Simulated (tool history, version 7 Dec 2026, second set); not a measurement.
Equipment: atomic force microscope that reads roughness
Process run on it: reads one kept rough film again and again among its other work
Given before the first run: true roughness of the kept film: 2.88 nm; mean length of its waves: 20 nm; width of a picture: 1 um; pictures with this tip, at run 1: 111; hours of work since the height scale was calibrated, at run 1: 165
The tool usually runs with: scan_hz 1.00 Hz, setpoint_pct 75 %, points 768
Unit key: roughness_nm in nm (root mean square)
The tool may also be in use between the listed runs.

run	hour	scan_hz	setpoint_pct	points	pictures with this tip	hours of work since the height scale was calibrated	roughness_nm
1	0.0	1.00	75	768	111	165	2.232
# hour 8.5: new tip fitted
2	20.1	0.79	75	768	11	175	2.270
3	33.8	0.79	75	768	24	182	2.285
4	48.9	0.87	75	768	38	190	2.264
5	66.4	0.87	75	768	54	199	2.250
6	81.7	1.07	75	768	69	206	2.234
7	98.7	1.07	75	768	85	215	2.228
8	108.8	1.07	75	768	94	220	2.231
9	119.0	1.00	58	768	104	225	2.347
10	128.6	1.00	58	768	113	230	2.318
# hour 135.2: new tip fitted
11	147.0	1.00	58	768	11	239	2.349
12	165.3	1.00	58	768	28	248	2.350
13	177.2	1.00	58	768	39	254	2.331
14	191.6	1.00	58	768	53	262	2.342
15	207.1	1.00	77	768	67	269	2.218
16	230.2	1.00	75	768	89	281	2.233
17	246.8	1.00	75	334	105	290	2.190
18	259.8	1.00	75	906	117	296	2.234
# hour 261.8: new tip fitted
19	270.4	1.00	75	906	8	301	2.254
20	285.3	1.00	75	906	22	309	2.243
21	297.4	3.68	82	330	33	315	1.754

Expected results for the next run?
22	317.0	3.68	82	259	52	325	?

roughness_nm: 1.753 nm (root mean square)
With the hidden condition absent and the run-to-run variation left alone, this run would have shown roughness_nm 1.756 nm (root mean square).
